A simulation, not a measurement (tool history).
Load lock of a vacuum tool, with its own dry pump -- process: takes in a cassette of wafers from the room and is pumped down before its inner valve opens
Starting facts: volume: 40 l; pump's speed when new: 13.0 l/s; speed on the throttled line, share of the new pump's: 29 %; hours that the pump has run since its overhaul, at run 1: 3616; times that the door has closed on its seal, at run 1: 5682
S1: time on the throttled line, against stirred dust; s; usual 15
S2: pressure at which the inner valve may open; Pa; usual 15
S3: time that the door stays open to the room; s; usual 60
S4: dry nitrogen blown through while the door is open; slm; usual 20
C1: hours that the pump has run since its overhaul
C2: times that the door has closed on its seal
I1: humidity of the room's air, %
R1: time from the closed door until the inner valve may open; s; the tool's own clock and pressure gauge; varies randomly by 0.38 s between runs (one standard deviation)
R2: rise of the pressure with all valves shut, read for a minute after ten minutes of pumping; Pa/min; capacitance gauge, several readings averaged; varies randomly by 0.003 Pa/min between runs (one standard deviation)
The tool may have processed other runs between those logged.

| run | hour | S1 | S2 | S3 | S4 | C1 | C2 | I1 | R1 | R2 |
|---|---|---|---|---|---|---|---|---|---|---|
| 1 | 0 | 15 | 15 | 60 | 20 | 3616 | 5682 | 46.9 | 39.3 | 0.055 |
| 2 | 328.3 | 15 | 15 | 60 | 20 | 3944 | 6300 | 45.4 | 39.6 | 0.055 |
| 3 | 595.8 | 15 | 15 | 96 | 20 | 4212 | 6804 | 44.9 | 38.7 | 0.068 |
| 4 | 767.7 | 15 | 15 | 96 | 20 | 4383 | 7127 | 43.7 | 39.7 | 0.073 |
| 5 | 1094.9 | 15 | 18 | 60 | 20 | 4711 | 7744 | 44.4 | 38.7 | 0.055 |
| 6 | 1381.3 | 15 | 18 | 128 | 20 | 4997 | 8283 | 43.4 | 39 | 0.089 |
| 7 | 1680.9 | 15 | 18 | 128 | 20 | 5297 | 8847 | 40 | 39.3 | 0.08 |
| 8 | 2061.4 | 15 | 18 | 128 | 20 | 5677 | 9563 | 45.4 | 39.1 | 0.091 |
| 9 | 2233.4 | 15 | 18 | 128 | 20 | 5849 | 9887 | 44.3 | 39.6 | 0.089 |
| 10 | 2573.5 | 16 | 15 | 60 | 20 | 6189 | 10528 | 44.3 | 40.7 | 0.063 |
| 11 | 2876.6 | 16 | 15 | 60 | 20 | 6492 | 11098 | 43.1 | 41.4 | 0.062 |
| 12 | 3083 | 16 | 15 | 60 | 20 | 6699 | 11487 | 47 | 41 | 0.067 |
| 13 | 3452.5 | 15 | 15 | 60 | 43 | 7068 | 12183 | 46.2 | 41.3 | 0.052 |
| 14 | 3694.9 | 15 | 15 | 60 | 43 | 7311 | 12639 | 44.1 | 40.2 | 0.053 |
| 15 | 3980.2 | 15 | 15 | 60 | 20 | 7596 | 13176 | 45.7 | 40.9 | 0.071 |
| 16 | 4310.7 | 15 | 15 | 60 | 20 | 7926 | 13798 | 42 | 41.5 | 0.069 |
| 17 | 4712.2 | 15 | 15 | 60 | 20 | 8328 | 14554 | 44.1 | 40.8 | 0.071 |
| 18 | 5033.1 | 15 | 15 | 60 | 20 | 8649 | 15158 | 43.6 | 40.6 | 0.075 |
| 19 | 5427.3 | 22 | 12 | 166 | 20 | 9043 | 15901 | 44.5 | 46.2 | 0.117 |
| 20 | 5808.5 | 22 | 12 | 166 | 20 | 9424 | 16618 | 43.8 | 46.7 | 0.123 |
| 21 | 5992.8 | 22 | 12 | 166 | 20 | 9609 | 16965 | 45.2 | 46.6 | 0.122 |
| 22 | 6306.2 | 15 | 29 | 95 | 33 | 9922 | 17555 | 42.4 | 39 | 0.081 |
| 23 | 6510.8 | 15 | 28 | 170 | 20 | 10127 | 17940 | 44.5 | 39.2 | 0.129 |
| 24 | 6812.7 | 15 | 28 | 170 | 20 | 10428 | 18509 | 46.5 | 39.2 | 0.131 |
| 25 | 6982.6 | 15 | 28 | 170 | 20 | 10598 | 18829 | 47.8 | 39.1 | 0.135 |
| 26 | 7340.2 | 15 | 28 | 170 | 20 | 10956 | 19502 | 43.2 | 40 | 0.127 |
| 27 | 7620 | 18 | 22 | 54 | 23 | 11236 | 20029 | 45 | 41.6 | 0.087 |
| 28 | 7946.1 | 18 | 22 | 54 | 23 | 11562 | 20643 | 46 | 42.6 | 0.089 |
| 29 | 8111.7 | 18 | 13 | 54 | 14 | 11727 | 20955 | 41.4 | 44.3 | 0.096 |
| 30 | 8367 | 18 | 13 | 54 | 14 | 11983 | 21435 | 42.9 | 43.8 | 0.095 |
| 31 | 8665.5 | 18 | 13 | 54 | 14 | 12281 | 21997 | 48.1 | 44.7 | 0.107 |
| 32 | 8836.7 | 24 | 13 | 54 | 32 | 12452 | 22320 | 42.5 | 48.7 | 0.091 |
| 33 | 9168 | 19 | 21 | 29 | 14 | 12784 | 22943 | 45.8 | 43.2 | 0.092 |
| 34 | 9496.9 | 27 | 15 | 60 | 35 | 13113 | 23563 | 45.6 | 49.9 | 0.092 |
| 35 | 9677.3 | 27 | 15 | 60 | 35 | 13293 | 23902 | 42.4 | 50.5 | 0.095 |
| 36 | 9965.7 | 15 | 18 | 60 | 20 | 13582 | 24445 | 45.6 | 41.7 | 0.105 |

Difference, measured minus no-hidden-state, one row per run. Run-to-run variation is common to both terms; the gauge's own scatter need not be:
The hidden state here: pump's speed, % of a new pump's; leak at the door's seal, Pa l/s; drift of the gauge itself on ready_s, %; drift of the gauge itself on rise_pa_min, %.
| run | R1 | R2 |
|---|---|---|
| 1 | +1.1 | +0.012 |
| 2 | +1.3 | +0.014 |
| 3 | +1.3 | +0.015 |
| 4 | +1.4 | +0.015 |
| 5 | +1.5 | +0.016 |
| 6 | +1.6 | +0.017 |
| 7 | +1.6 | +0.018 |
| 8 | +1.8 | +0.021 |
| 9 | +1.9 | +0.021 |
| 10 | +2 | +0.023 |
| 11 | +2.1 | +0.024 |
| 12 | +2 | +0.025 |
| 13 | +2.3 | +0.028 |
| 14 | +2.2 | +0.029 |
| 15 | +2.4 | +0.03 |
| 16 | +2.5 | +0.032 |
| 17 | +2.7 | +0.034 |
| 18 | +2.7 | +0.036 |
| 19 | +2.7 | +0.037 |
| 20 | +2.9 | +0.039 |
| 21 | +2.9 | +0.039 |
| 22 | +2.9 | +0.043 |
| 23 | +3 | +0.044 |
| 24 | +3.1 | +0.044 |
| 25 | +3.1 | +0.046 |
| 26 | +3.3 | +0.048 |
| 27 | +3.3 | +0.05 |
| 28 | +3.5 | +0.052 |
| 29 | +3.8 | +0.052 |
| 30 | +3.9 | +0.054 |
| 31 | +4 | +0.057 |
| 32 | +3.7 | +0.058 |
| 33 | +3.9 | +0.06 |
| 34 | +3.7 | +0.063 |
| 35 | +3.7 | +0.062 |
| 36 | +4.5 | +0.066 |

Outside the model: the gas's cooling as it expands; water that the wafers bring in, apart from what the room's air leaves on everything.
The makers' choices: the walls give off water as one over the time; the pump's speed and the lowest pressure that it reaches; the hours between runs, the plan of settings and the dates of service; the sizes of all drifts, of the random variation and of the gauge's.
